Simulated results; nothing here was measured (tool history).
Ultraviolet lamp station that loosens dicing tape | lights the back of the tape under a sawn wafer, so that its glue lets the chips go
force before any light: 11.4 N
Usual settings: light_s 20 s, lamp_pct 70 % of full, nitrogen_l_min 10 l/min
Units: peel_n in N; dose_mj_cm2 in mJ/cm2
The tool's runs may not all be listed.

| run | hour | light_s | lamp_pct | nitrogen_l_min | peel_n | dose_mj_cm2 |
|---|---|---|---|---|---|---|
| 1 | 0 | 20 | 70 | 10 | 1.335 | 191 |
| 2 | 5.6 | 20 | 70 | 10 | 1.331 | 190 |
| 3 | 12.3 | 15 | 70 | 10 | 2.215 | 141 |
| 4 | 20.3 | 15 | 70 | 10 | 2.207 | 145 |
| 5 | 33.6 | 15 | 96 | 10 | 1.256 | 195 |
| 6 | 46.2 | 20 | 70 | 10 | 1.354 | 191 |
| 7 | 58.8 | 20 | 70 | 10 | 1.335 | 187 |
| 8 | 66.9 | 20 | 70 | 10 | 1.388 | 190 |
| 9 | 77.6 | 20 | 70 | 10 | 1.43 | 185 |
| 10 | 89.6 | 20 | 70 | 10 | 1.511 | 177 |
| 11 | 95.1 | 20 | 65 | 10 | 1.697 | 167 |
| 12 | 108.4 | 20 | 70 | 10 | 1.213 | 198 |
| 13 | 119.1 | 20 | 70 | 10 | 1.177 | 198 |
| 14 | 124.5 | 11 | 73 | 8 | 3.495 | 113 |
| 15 | 132.9 | 20 | 79 | 10 | 0.967 | 223 |
| 16 | 140.1 | 20 | 75 | 7 | 1.449 | 212 |
| 17 | 146.3 | 20 | 75 | 7 | 1.443 | 211 |
| 18 | 156.9 | 20 | 75 | 7 | 1.474 | 208 |
| 19 | 169.9 | 20 | 75 | 3 | 2.814 | 211 |
| 20 | 179.7 | 20 | 78 | 3 | 2.509 | 216 |
| 21 | 186 | 36 | 86 | 6 | 0.381 | 429 |
| 22 | 197.6 | 36 | 86 | 6 | 0.393 | 426 |
| 23 | 203.1 | 36 | 73 | 10 | 0.358 | 363 |
| 24 | 210.5 | 36 | 73 | 10 | 0.37 | 365 |
| 25 | 217.1 | 15 | 60 | 13 | 2.32 | 126 |
| 26 | 223.4 | 14 | 63 | 16 | 2.139 | 124 |

Taken out of this log: 2 entries between the listed runs. Where each belongs, and how the hidden state differs across it:
Between runs 8 and 9: window cleaned of glue's vapour (hour 68.1)
  lamp's light, % of a new lamp's: 96.7 -> 96.6; light that the window lets through, % of a clean one's: 93 -> 90.3
  measured less the result without the state, peel_n: +0.261 -> +0.335 N; dose_mj_cm2: -21 -> -27 mJ/cm2
Between runs 11 and 12: window cleaned of glue's vapour, once more (hour 99.9)
  light that the window lets through, % of a clean one's: 89.9 -> 99.4
  measured less the result without the state, peel_n: +0.393 -> +0.098 N; dose_mj_cm2: -26 -> -9 mJ/cm2

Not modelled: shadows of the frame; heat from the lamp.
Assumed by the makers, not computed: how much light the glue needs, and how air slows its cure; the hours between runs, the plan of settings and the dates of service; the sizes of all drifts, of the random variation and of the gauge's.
